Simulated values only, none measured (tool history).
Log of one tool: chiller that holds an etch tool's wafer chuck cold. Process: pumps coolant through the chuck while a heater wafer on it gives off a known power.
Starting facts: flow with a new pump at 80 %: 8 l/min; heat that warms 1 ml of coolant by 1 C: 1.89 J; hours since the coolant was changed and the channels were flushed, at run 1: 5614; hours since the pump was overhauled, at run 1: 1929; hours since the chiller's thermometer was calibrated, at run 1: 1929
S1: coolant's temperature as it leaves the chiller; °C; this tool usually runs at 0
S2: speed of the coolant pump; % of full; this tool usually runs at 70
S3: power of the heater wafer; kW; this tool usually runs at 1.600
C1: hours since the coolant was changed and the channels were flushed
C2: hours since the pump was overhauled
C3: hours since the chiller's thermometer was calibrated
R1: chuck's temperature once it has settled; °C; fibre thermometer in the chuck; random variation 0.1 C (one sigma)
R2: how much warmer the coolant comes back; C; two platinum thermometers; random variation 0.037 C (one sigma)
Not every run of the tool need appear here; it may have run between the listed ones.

run      day   S1  S2     S3    C1    C2    C3    R1    R2
  1    0.000    0  70  1.600  5614  1929  1929  15.3  7.27
  2    5.104    0  70  1.600  5737  2051  2051  15.3  7.32
  3    8.504    0  70  1.600  5818  2133  2133  15.3  7.28
  4   14.675    0  70  1.600  5966  2281  2281  15.5  7.32
  5   20.383    0  70  1.600  6103  2418  2418  15.2  7.34
  6   26.258    0  70  1.600  6244  2559  2559  15.7  7.30
  7   30.817    0  70  1.600  6354  2668  2668  15.5  7.33
  8   36.688    0  63  1.600  6495  2809  2809  16.6  8.10
  9   41.129    9  70  1.600  6601  2916  2916  24.5  7.33
      41.508  -- chiller's thermometer calibrated
 10   46.746    9  70  1.600  6735  3050   126  25.0  7.36
 11   52.779    9  70  1.600  6880  3195   270  25.0  7.36
 12   56.467    0  98  1.600  6968  3283   359  13.0  5.31
      57.283  -- chiller's thermometer calibrated, once more
 13   61.871    0  98  1.127  7097  3412   110   8.7  3.71
 14   66.175   -1  80  1.380  7200  3515   213  11.3  5.62
 15   70.542    0  79  1.600  7305  3620   318  14.2  6.59
 16   76.862   -5  70  0.860  7457  3772   470   3.1  3.95
 17   82.138   -8  88  1.534  7584  3898   596   4.7  5.68
 18   85.604   -8  89  1.534  7667  3981   680   5.0  5.66
 19   89.267   -8  85  1.534  7755  4069   768   5.2  5.85
 20   95.417    6  85  0.885  7902  4217   915  13.7  3.39
 21  100.108   -3  81  0.845  8015  4330  1028   4.5  3.39
 22  105.521   -3  81  0.845  8145  4459  1158   4.7  3.34
 23  111.346  -10  81  0.845  8285  4599  1298  -2.2  3.41
 24  115.158    0  70  1.552  8376  4691  1389  15.2  7.21

Branching from run 24: 5 alternative next runs. What would each branch give?
  A  120.912   0  70  1.452  8514  4829  1527   ?   ?
  B  120.912   0  93  1.999  8514  4829  1527   ?   ?
  C  120.912   6  70  2.103  8514  4829  1527   ?   ?
  D  120.912   5  90  0.965  8514  4829  1527   ?   ?
  E  120.912   4  70  1.573  8514  4829  1527   ?   ?

run    R1    R2
  A  14.3  6.75
  B  16.4  7.00
  C  26.8  9.79
  D  13.3  3.52
  E  19.5  7.35
With the hidden condition removed and each run's random variation left untouched, the same runs would have given:
run    R1    R2
  A  13.0  6.57
  B  14.8  6.81
  C  25.0  9.53
  D  12.4  3.42
  E  18.1  7.15

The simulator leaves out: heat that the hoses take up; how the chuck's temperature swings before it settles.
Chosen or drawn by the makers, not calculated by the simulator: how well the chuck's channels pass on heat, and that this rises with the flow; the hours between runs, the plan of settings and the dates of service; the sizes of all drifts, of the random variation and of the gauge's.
